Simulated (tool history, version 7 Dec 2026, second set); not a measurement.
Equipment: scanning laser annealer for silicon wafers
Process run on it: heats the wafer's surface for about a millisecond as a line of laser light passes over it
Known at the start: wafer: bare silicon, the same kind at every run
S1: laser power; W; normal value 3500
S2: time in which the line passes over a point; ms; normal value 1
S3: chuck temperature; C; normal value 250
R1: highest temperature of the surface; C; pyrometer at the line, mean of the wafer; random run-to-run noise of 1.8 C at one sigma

run,day,S1,S2,S3,R1
1,0,3500,1,250,997
2,1.233,3500,1,250,996
3,3.708,3145,1,250,894
4,5.321,3145,1,250,891
5,6.492,3325,1,250,937
6,7.971,3325,1,250,936
7,10.317,3500,0.82,250,907
8,11.975,3500,0.82,250,903
9,13.067,3500,0.82,250,907
10,15.225,3500,0.82,250,901
11,17.642,3500,1,250,968
# day 18.196: window over the wafer cleaned
12,20.275,3500,1,250,1003
13,22.396,3500,1,283,1031
# day 23.392: optics aligned, line set to its width
14,24.008,3500,1.23,250,1101
15,26.342,3500,1.23,250,1098
16,27.571,3500,1.23,250,1095
# day 27.912: laser's power meter calibrated
17,29.154,3500,1.23,250,1089
18,30.438,3500,1,250,1005
19,32.633,3500,1,250,996
20,34.05,3500,1,250,997
21,36.092,2982,1.14,264,910
22,37.904,2982,1.14,264,905
23,39.129,2982,1.14,264,904
24,41.012,3270,1.23,230,981
# day 41.658: laser's power meter calibrated, once more
25,42.4,3270,1.23,230,987
26,44.462,3144,0.8,230,799
27,46.129,3144,1,280,917
28,47.317,3500,1.11,250,1023
# day 48.333: window over the wafer cleaned
29,49.4,3107,0.73,255,808
30,50.729,3219,0.81,250,863
31,52.746,3219,0.81,250,858
32,54.5,3022,1,250,876
33,55.896,3022,1,250,872
34,57.583,3500,0.94,287,1018
35,59.512,3000,0.96,266,863
36,60.667,3510,1,265,1016
37,61.821,3510,1,265,1015
38,64.183,3601,0.82,278,970
39,66.662,3717,1,250,1047
40,67.908,3666,1.03,246,1042

The same runs without the tool's hidden state, with the same run-to-run variation:
Hidden state at play: light that passes the window, % of a clean one's; laser's true power over the reading, %; width of the line over the set one, %; drift of the gauge itself on peak_c, C.
run,R1
1,1028
2,1029
3,926
4,926
5,975
6,977
7,949
8,947
9,953
10,951
11,1027
12,1028
13,1060
14,1116
15,1116
16,1116
17,1115
18,1030
19,1025
20,1029
21,939
22,938
23,938
24,1024
25,1024
26,829
27,953
28,1070
29,816
30,873
31,871
32,892
33,890
34,1042
35,885
36,1046
37,1047
38,1003
39,1089
40,1087
